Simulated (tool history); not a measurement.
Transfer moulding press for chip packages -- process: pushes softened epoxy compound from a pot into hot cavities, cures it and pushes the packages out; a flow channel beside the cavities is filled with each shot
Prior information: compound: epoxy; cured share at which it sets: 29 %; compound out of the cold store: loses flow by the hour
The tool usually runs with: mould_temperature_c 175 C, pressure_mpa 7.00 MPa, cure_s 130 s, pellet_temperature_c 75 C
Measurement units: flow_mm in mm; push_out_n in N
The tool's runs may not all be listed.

| run | hour | mould_temperature_c | pressure_mpa | cure_s | pellet_temperature_c | incoming compound's hours out of the cold store | flow_mm | push_out_n |
|---|---|---|---|---|---|---|---|---|
| 1 | 0.0 | 175 | 7.00 | 130 | 75 | 16.6 | 574 | 287 |
| 2 | 11.9 | 175 | 7.00 | 130 | 75 | 38.1 | 524 | 290 |
|  | 20.4 | cavities cleaned with cleaning compound and waxed |
| 3 | 35.8 | 175 | 7.00 | 127 | 75 | 22.0 | 551 | 244 |
| 4 | 49.0 | 175 | 6.71 | 127 | 75 | 10.4 | 581 | 270 |
| 5 | 69.4 | 175 | 6.71 | 127 | 75 | 35.6 | 515 | 279 |
|  | 92.2 | cavities cleaned with cleaning compound and waxed |
| 6 | 96.8 | 175 | 7.25 | 130 | 75 | 20.9 | 565 | 212 |
| 7 | 120.2 | 175 | 7.00 | 130 | 75 | 9.5 | 581 | 264 |
| 8 | 140.3 | 172 | 7.00 | 130 | 75 | 41.3 | 506 | 302 |
|  | 163.7 | cavities cleaned with cleaning compound and waxed |
| 9 | 164.8 | 175 | 7.00 | 130 | 77 | 43.2 | 495 | 205 |
| 10 | 188.9 | 175 | 7.00 | 130 | 75 | 27.1 | 531 | 259 |
|  | 210.2 | mould's thermocouples calibrated |
| 11 | 218.0 | 175 | 7.00 | 166 | 75 | 38.6 | 495 | 272 |
|  | 236.8 | cavities cleaned with cleaning compound and waxed |
| 12 | 246.2 | 175 | 7.00 | 130 | 75 | 35.2 | 503 | 233 |
| 13 | 261.8 | 175 | 7.00 | 130 | 75 | 11.4 | 562 | 272 |
| 14 | 284.8 | 175 | 7.00 | 130 | 75 | 34.5 | 505 | 296 |
|  | 293.5 | plunger's sealing rings changed |
|  | 311.4 | cavities cleaned with cleaning compound and waxed |
| 15 | 311.9 | 167 | 7.00 | 149 | 80 | 36.1 | 543 | 231 |
| 16 | 323.8 | 167 | 7.00 | 119 | 76 | 33.9 | 554 | 397 |
| 17 | 341.8 | 181 | 7.00 | 166 | 76 | 8.7 | 580 | 254 |
| 18 | 369.5 | 181 | 7.00 | 166 | 76 | 25.5 | 530 | 270 |
|  | 382.8 | cavities cleaned with cleaning compound and waxed |
| 19 | 388.7 | 181 | 7.00 | 166 | 76 | 47.4 | 478 | 194 |
| 20 | 412.0 | 182 | 8.10 | 166 | 76 | 9.2 | 613 | 243 |
| 21 | 433.4 | 175 | 8.79 | 130 | 77 | 16.3 | 634 | 282 |
|  | 454.7 | cavities cleaned with cleaning compound and waxed |
| 22 | 456.3 | 175 | 7.00 | 134 | 75 | 28.0 | 526 | 188 |
| 23 | 474.6 | 175 | 6.22 | 134 | 75 | 33.9 | 484 | 235 |
| 24 | 497.8 | 178 | 8.59 | 134 | 75 | 36.0 | 558 | 277 |
| 25 | 518.5 | 176 | 8.09 | 130 | 75 | 10.2 | 614 | 302 |
|  | 527.4 | cavities cleaned with cleaning compound and waxed |
| 26 | 538.8 | 175 | 7.00 | 162 | 84 | 10.1 | 571 | 201 |
| 27 | 557.6 | 175 | 7.00 | 162 | 84 | 42.6 | 490 | 249 |
| 28 | 572.6 | 175 | 7.00 | 162 | 84 | 39.7 | 490 | 265 |

Predict each of these 4 candidate next runs independently; none follows another, all start after run 28:
| A | 584.3 | 175 | 7.00 | 130 | 81 | 44.1 | ? | ? |
| B | 584.3 | 175 | 6.72 | 147 | 67 | 44.8 | ? | ? |
| C | 584.3 | 181 | 7.00 | 127 | 79 | 35.1 | ? | ? |
| D | 584.3 | 173 | 7.00 | 130 | 75 | 23.7 | ? | ? |

| run | flow_mm | push_out_n |
|---|---|---|
| A | 480 | 303 |
| B | 471 | 274 |
| C | 491 | 273 |
| D | 527 | 318 |
Had the tool no hidden state, the same runs would have come out as:
| run | flow_mm | push_out_n |
|---|---|---|
| A | 510 | 200 |
| B | 501 | 177 |
| C | 522 | 178 |
| D | 560 | 210 |

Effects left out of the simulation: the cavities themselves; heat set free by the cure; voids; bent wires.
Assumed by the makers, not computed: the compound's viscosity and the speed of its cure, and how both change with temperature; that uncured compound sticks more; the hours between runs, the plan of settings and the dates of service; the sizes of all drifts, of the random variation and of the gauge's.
